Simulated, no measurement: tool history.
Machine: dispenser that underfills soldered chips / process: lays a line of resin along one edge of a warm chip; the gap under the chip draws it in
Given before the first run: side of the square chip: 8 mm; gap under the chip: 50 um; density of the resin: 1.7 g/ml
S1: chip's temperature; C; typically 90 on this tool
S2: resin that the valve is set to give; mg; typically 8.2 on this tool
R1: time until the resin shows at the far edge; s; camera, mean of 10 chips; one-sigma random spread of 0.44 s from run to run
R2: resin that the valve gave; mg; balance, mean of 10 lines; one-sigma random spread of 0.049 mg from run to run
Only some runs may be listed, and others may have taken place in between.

{"run": 1, "hour": 0.0, "S1": 90, "S2": 8.2, "R1": 38.5, "R2": 7.7}
{"hour": 5.2, "done": "new syringe of resin"}
{"run": 2, "hour": 5.4, "S1": 90, "S2": 9.32, "R1": 31.4, "R2": 8.73}
{"run": 3, "hour": 9.0, "S1": 90, "S2": 7.56, "R1": 36.6, "R2": 7.14}
{"hour": 13.3, "done": "dispensing valve cleaned and set on the balance"}
{"run": 4, "hour": 13.6, "S1": 90, "S2": 8.2, "R1": 39.1, "R2": 8.16}
{"hour": 17.6, "done": "new syringe of resin"}
{"run": 5, "hour": 19.1, "S1": 90, "S2": 10.01, "R1": 33.2, "R2": 10.03}
{"run": 6, "hour": 23.9, "S1": 90, "S2": 10.01, "R1": 38.5, "R2": 9.99}
{"run": 7, "hour": 27.4, "S1": 90, "S2": 10.01, "R1": 42, "R2": 9.94}
{"hour": 28.7, "done": "new syringe of resin"}
{"run": 8, "hour": 30.2, "S1": 90, "S2": 10.01, "R1": 31.9, "R2": 9.92}
{"run": 9, "hour": 35.3, "S1": 90, "S2": 8.84, "R1": 37.7, "R2": 8.79}
{"run": 10, "hour": 37.9, "S1": 90, "S2": 8.84, "R1": 41.4, "R2": 8.73}
{"hour": 39.8, "done": "new syringe of resin"}
{"run": 11, "hour": 44.0, "S1": 90, "S2": 9.03, "R1": 35.2, "R2": 8.94}
{"run": 12, "hour": 49.1, "S1": 90, "S2": 9.03, "R1": 40, "R2": 8.92}
{"hour": 50.9, "done": "new syringe of resin"}
{"run": 13, "hour": 51.9, "S1": 90, "S2": 9.03, "R1": 31.6, "R2": 8.78}
{"run": 14, "hour": 57.4, "S1": 104, "S2": 7.36, "R1": 20.7, "R2": 7.13}
{"hour": 62.4, "done": "new syringe of resin"}
{"run": 15, "hour": 63.3, "S1": 100, "S2": 7.36, "R1": 20.6, "R2": 7.27}
{"run": 16, "hour": 66.8, "S1": 100, "S2": 7.36, "R1": 24.1, "R2": 7.26}
{"run": 17, "hour": 71.3, "S1": 76, "S2": 7.88, "R1": 81.8, "R2": 7.65}
{"hour": 73.4, "done": "new syringe of resin"}
{"run": 18, "hour": 76.2, "S1": 102, "S2": 7.06, "R1": 21.3, "R2": 6.96}
{"run": 19, "hour": 79.7, "S1": 93, "S2": 8.37, "R1": 33.4, "R2": 8.14}
{"hour": 84.5, "done": "new syringe of resin"}
{"run": 20, "hour": 84.8, "S1": 104, "S2": 9.27, "R1": 16.8, "R2": 8.98}
{"run": 21, "hour": 89.7, "S1": 102, "S2": 8.97, "R1": 21.4, "R2": 8.73}
{"hour": 95.9, "done": "new syringe of resin"}
{"run": 22, "hour": 95.9, "S1": 77, "S2": 7.42, "R1": 58.5, "R2": 7.21}
{"run": 23, "hour": 98.7, "S1": 84, "S2": 7.12, "R1": 46.4, "R2": 6.93}
{"run": 24, "hour": 103.0, "S1": 90, "S2": 10.6, "R1": 38.1, "R2": 10.21}
{"hour": 107.3, "done": "new syringe of resin"}
{"run": 25, "hour": 109.1, "S1": 93, "S2": 8.37, "R1": 28.3, "R2": 8.02}

Alternative continuations, all from the tool just after run 25; predict every row:
{"run": "A", "hour": 114.0, "S1": 84, "S2": 8.2, "R1": "?", "R2": "?"}
{"run": "B", "hour": 114.0, "S1": 85, "S2": 10.24, "R1": "?", "R2": "?"}
{"run": "C", "hour": 114.0, "S1": 103, "S2": 8.37, "R1": "?", "R2": "?"}
{"run": "D", "hour": 114.0, "S1": 93, "S2": 8.57, "R1": "?", "R2": "?"}

run=A R1=49.7 R2=7.94
run=B R1=47.4 R2=9.8
run=C R1=21.5 R2=8.01
run=D R1=32.8 R2=8.23
Take away the tool's hidden state, keep each run's random variation, and the runs would have read:
run=A R1=41.8 R2=8.29
run=B R1=40.2 R2=10.24
run=C R1=18 R2=8.36
run=D R1=27.6 R2=8.59

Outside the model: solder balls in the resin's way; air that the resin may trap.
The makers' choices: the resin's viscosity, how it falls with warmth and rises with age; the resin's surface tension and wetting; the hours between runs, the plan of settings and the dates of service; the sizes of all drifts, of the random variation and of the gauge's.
